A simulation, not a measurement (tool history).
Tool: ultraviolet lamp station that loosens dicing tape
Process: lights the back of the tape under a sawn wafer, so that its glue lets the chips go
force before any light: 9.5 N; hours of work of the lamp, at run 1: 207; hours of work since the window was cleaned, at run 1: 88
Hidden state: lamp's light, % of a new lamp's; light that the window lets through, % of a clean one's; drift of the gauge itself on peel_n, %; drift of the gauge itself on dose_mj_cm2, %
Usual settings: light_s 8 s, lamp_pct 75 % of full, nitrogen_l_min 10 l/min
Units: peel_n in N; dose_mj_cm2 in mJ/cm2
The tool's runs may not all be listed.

run	hour	light_s	lamp_pct	nitrogen_l_min	hours of work of the lamp	hours of work since the window was cleaned	peel_n	dose_mj_cm2
1	0.0	8	75	10	207	88	0.944	263
2	37.7	8	75	10	233	114	0.993	254
3	89.4	7	75	10	268	149	1.317	221
4	147.8	6	75	10	308	189	1.769	183
5	187.5	6	75	10	335	216	1.722	180
6	223.0	6	75	10	359	241	1.820	179
7	252.0	15	75	10	379	260	0.350	444
8	285.5	15	75	10	402	283	0.370	441
# hour 289.4: window cleaned of glue's vapour
9	310.5	8	75	5	419	14	1.903	215
10	351.4	8	75	5	447	42	1.959	218
11	382.6	5	75	5	468	64	3.440	134
12	430.1	5	77	5	500	96	3.387	135
13	474.3	5	77	3	530	126	4.229	129
# hour 529.5: window cleaned of glue's vapour, once more
14	529.5	8	75	6	568	0	1.496	242
15	569.2	8	72	14	595	27	0.998	228
16	616.5	8	62	10	627	59	1.643	195
17	644.7	8	62	10	646	79	1.604	190
18	694.8	5	62	18	680	113	2.530	113
19	733.3	12	64	6	707	139	1.101	288
20	780.2	5	95	7	738	171	2.155	171
21	819.1	7	93	6	765	197	1.557	238
22	866.7	15	89	7	797	230	0.396	473
23	908.8	8	64	10	826	259	1.868	178
24	966.5	6	64	16	865	298	2.385	131
# hour 976.8: window cleaned of glue's vapour
25	992.1	6	64	16	883	10	2.198	145
26	1043.9	8	83	3	918	46	2.113	245
27	1093.8	8	83	3	952	80	2.177	240
28	1121.5	6	62	12	971	99	2.506	131

Forecast each of these 5 alternatives for the next run:
A	1159.8	7	71	12	997	125	?	?
B	1159.8	8	96	18	997	125	?	?
C	1159.8	13	89	7	997	125	?	?
D	1159.8	14	60	10	997	125	?	?
E	1159.8	14	66	3	997	125	?	?

run	peel_n	dose_mj_cm2
A	1.790	170
B	0.636	270
C	0.519	402
D	0.786	291
E	1.375	325
Without the tool's hidden state the same runs would have given:
run	peel_n	dose_mj_cm2
A	1.066	231
B	0.371	364
C	0.328	544
D	0.454	393
E	0.786	438

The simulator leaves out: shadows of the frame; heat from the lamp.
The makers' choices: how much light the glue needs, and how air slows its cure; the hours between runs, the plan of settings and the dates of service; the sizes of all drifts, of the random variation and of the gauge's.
